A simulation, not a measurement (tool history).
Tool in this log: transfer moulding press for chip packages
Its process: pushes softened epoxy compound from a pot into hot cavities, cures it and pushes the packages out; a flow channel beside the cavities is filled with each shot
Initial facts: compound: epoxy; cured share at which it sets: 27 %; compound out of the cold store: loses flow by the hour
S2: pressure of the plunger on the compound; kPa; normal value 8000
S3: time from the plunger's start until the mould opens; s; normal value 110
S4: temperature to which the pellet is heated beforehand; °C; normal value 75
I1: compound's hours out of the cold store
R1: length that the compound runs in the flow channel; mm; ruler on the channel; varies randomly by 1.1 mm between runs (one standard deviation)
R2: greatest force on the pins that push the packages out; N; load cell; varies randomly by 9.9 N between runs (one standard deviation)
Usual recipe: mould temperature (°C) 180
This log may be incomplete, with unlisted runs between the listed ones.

run 1 day=0.000 | mould_temperature_(°C)=180 S2=8000 S3=110 S4=75 | I1=20.2 | R1=698 R2=465
run 2 day=0.354 | mould_temperature_(°C)=180 S2=8000 S3=110 S4=75 | I1=19.6 | R1=698 R2=498
run 3 day=0.733 | mould_temperature_(°C)=180 S2=8000 S3=110 S4=75 | I1=43.6 | R1=588 R2=554
run 4 day=0.938 | mould_temperature_(°C)=180 S2=8000 S3=110 S4=75 | I1=23.6 | R1=678 R2=585
run 5 day=1.383 | mould_temperature_(°C)=180 S2=8000 S3=110 S4=75 | I1=42.8 | R1=591 R2=611
run 6 day=1.708 | mould_temperature_(°C)=180 S2=8000 S3=110 S4=75 | I1=30.2 | R1=645 R2=629
run 7 day=2.125 | mould_temperature_(°C)=180 S2=8000 S3=110 S4=75 | I1=13.4 | R1=727 R2=682
run 8 day=2.467 | mould_temperature_(°C)=180 S2=8000 S3=110 S4=80 | I1=39.3 | R1=604 R2=713
run 9 day=2.729 | mould_temperature_(°C)=180 S2=8000 S3=110 S4=80 | I1=42.3 | R1=590 R2=713
-- day=3.158 cavities cleaned with cleaning compound and waxed
run 10 day=3.221 | mould_temperature_(°C)=180 S2=8000 S3=110 S4=80 | I1=44.6 | R1=580 R2=436
run 11 day=3.575 | mould_temperature_(°C)=180 S2=8000 S3=110 S4=69 | I1=12.1 | R1=733 R2=502
run 12 day=3.921 | mould_temperature_(°C)=180 S2=8000 S3=110 S4=69 | I1=22.1 | R1=683 R2=543
run 13 day=4.325 | mould_temperature_(°C)=180 S2=8000 S3=110 S4=69 | I1=37.7 | R1=609 R2=597
run 14 day=4.733 | mould_temperature_(°C)=180 S2=8000 S3=110 S4=75 | I1=21.4 | R1=685 R2=633
run 15 day=5.208 | mould_temperature_(°C)=180 S2=8000 S3=110 S4=75 | I1=35.1 | R1=619 R2=682
run 16 day=5.475 | mould_temperature_(°C)=180 S2=8000 S3=118 S4=66 | I1=46.0 | R1=574 R2=659
run 17 day=5.817 | mould_temperature_(°C)=186 S2=8000 S3=116 S4=66 | I1=33.9 | R1=614 R2=638
run 18 day=6.196 | mould_temperature_(°C)=182 S2=9550 S3=90 S4=66 | I1=19.9 | R1=750 R2=873
-- day=6.304 cavities cleaned with cleaning compound and waxed
run 19 day=6.758 | mould_temperature_(°C)=185 S2=9550 S3=90 S4=67 | I1=35.1 | R1=666 R2=529
-- day=7.233 plunger's sealing rings changed
run 20 day=7.371 | mould_temperature_(°C)=185 S2=9550 S3=90 S4=67 | I1=20.1 | R1=758 R2=595
run 21 day=7.792 | mould_temperature_(°C)=176 S2=8000 S3=125 S4=75 | I1=21.7 | R1=702 R2=633
run 22 day=8.292 | mould_temperature_(°C)=180 S2=8000 S3=110 S4=83 | I1=22.0 | R1=694 R2=639
run 23 day=8.621 | mould_temperature_(°C)=180 S2=8000 S3=110 S4=67 | I1=30.0 | R1=655 R2=680
run 24 day=8.842 | mould_temperature_(°C)=180 S2=8000 S3=110 S4=67 | I1=40.5 | R1=605 R2=704
run 25 day=9.133 | mould_temperature_(°C)=180 S2=8000 S3=110 S4=78 | I1=40.9 | R1=606 R2=689
run 26 day=9.392 | mould_temperature_(°C)=180 S2=9210 S3=110 S4=69 | I1=31.1 | R1=697 R2=748

Forecast run 27:
-- day=9.546 cavities cleaned with cleaning compound and waxed
run 27 day=9.771 | mould_temperature_(°C)=180 S2=9210 S3=110 S4=69 | I1=23.2 | R1=? R2=?

R1: 736 mm
R2: 493 N
The same run, on a tool lacking any hidden state, would have yielded R1 742 mm, R2 459 N.
